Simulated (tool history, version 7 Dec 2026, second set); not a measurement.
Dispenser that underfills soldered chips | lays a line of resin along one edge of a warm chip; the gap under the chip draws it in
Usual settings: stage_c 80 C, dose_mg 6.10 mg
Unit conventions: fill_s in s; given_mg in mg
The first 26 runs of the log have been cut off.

run	hour	stage_c	dose_mg	hours of work since the syringe was changed	hours of work since the valve was cleaned	hours of work since the stage was calibrated	fill_s	given_mg
# hour 296.4: new syringe of resin
27	297.7	68	6.58	1	15	232	129.4	6.55
28	306.7	77	6.94	8	21	239	134.3	6.89
# hour 311.4: new syringe of resin
29	320.5	80	6.26	7	31	249	118.7	6.17
# hour 326.4: new syringe of resin
30	333.7	80	6.26	5	41	258	111.1	6.13
31	340.2	80	6.26	10	45	263	143.6	6.13
# hour 341.4: new syringe of resin
# hour 343.5: dispensing valve cleaned and set on the balance
32	352.7	80	6.26	8	7	272	125.7	6.24
# hour 357.8: new syringe of resin
33	365.9	80	6.26	6	16	281	112.8	6.24
# hour 373.4: new syringe of resin
34	376.4	80	6.26	2	24	289	92.0	6.20
# hour 388.8: new syringe of resin
35	389.6	80	6.26	1	33	298	85.1	6.17

Consider 4 possible next runs. They are alternatives, not a sequence: every one starts from the tool as it was left by run 35. What does each give?
A	401.4	78	6.96	9	42	307	?	?
B	401.4	68	6.80	9	42	307	?	?
C	401.4	80	6.60	9	42	307	?	?
D	401.4	81	7.73	9	42	307	?	?

run	fill_s	given_mg
A	142.5	6.85
B	198.4	6.68
C	133.3	6.49
D	131.8	7.60
With no hidden state in the tool, these same runs would have given:
run	fill_s	given_mg
A	91.0	6.96
B	126.9	6.79
C	85.1	6.59
D	84.1	7.73
